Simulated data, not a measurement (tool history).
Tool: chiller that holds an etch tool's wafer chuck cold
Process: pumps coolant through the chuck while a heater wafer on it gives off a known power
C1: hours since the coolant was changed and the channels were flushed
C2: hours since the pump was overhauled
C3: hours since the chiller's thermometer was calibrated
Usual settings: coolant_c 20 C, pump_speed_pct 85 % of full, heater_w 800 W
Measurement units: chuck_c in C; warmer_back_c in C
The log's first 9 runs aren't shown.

Run 10, day 50.058: usual settings but coolant_c 29 C, pump_speed_pct 68 % of full; C1 2577; C2 518; C3 2260. Result: chuck_c 37.4 C, warmer_back_c 3.19 C.
At day 53.708: coolant pump overhauled, once more.
Run 11, day 55.562: usual settings but pump_speed_pct 96 % of full; C1 2704; C2 45; C3 2388. Result: chuck_c 24.7 C, warmer_back_c 1.62 C.
Run 12, day 60.929: usual settings but coolant_c 24 C; C1 2833; C2 173; C3 2516. Result: chuck_c 29.5 C, warmer_back_c 1.92 C.
Run 13, day 67.825: usual settings but coolant_c 24 C; C1 2999; C2 339; C3 2682. Result: chuck_c 29.5 C, warmer_back_c 1.9 C.
Run 14, day 72.6: usual settings but pump_speed_pct 94 % of full; C1 3113; C2 453; C3 2796. Result: chuck_c 25.1 C, warmer_back_c 1.73 C.
Run 15, day 76.212: usual settings but heater_w 681 W; C1 3200; C2 540; C3 2883. Result: chuck_c 24.9 C, warmer_back_c 1.66 C.
Run 16, day 83.121: usual settings but coolant_c 17 C; C1 3366; C2 706; C3 3049. Result: chuck_c 22.6 C, warmer_back_c 1.86 C.
Run 17, day 89.792: usual settings; C1 3526; C2 866; C3 3209. Result: chuck_c 25.8 C, warmer_back_c 1.98 C.
Run 18, day 97.1: usual settings; C1 3701; C2 1041; C3 3384. Result: chuck_c 25.9 C, warmer_back_c 1.94 C.

Run 19 has not been measured yet. What should we expect?
Run 19, day 102.35: usual settings but coolant_c 25 C, pump_speed_pct 68 % of full, heater_w 432 W; C1 3827; C2 1167; C3 3510. Result: chuck_c ?, warmer_back_c ?.

Run 19 came out at chuck_c 29 C, warmer_back_c 1.34 C.
Minus the tool's unlogged condition, the same run would have read chuck_c 28.1 C, warmer_back_c 1.29 C.
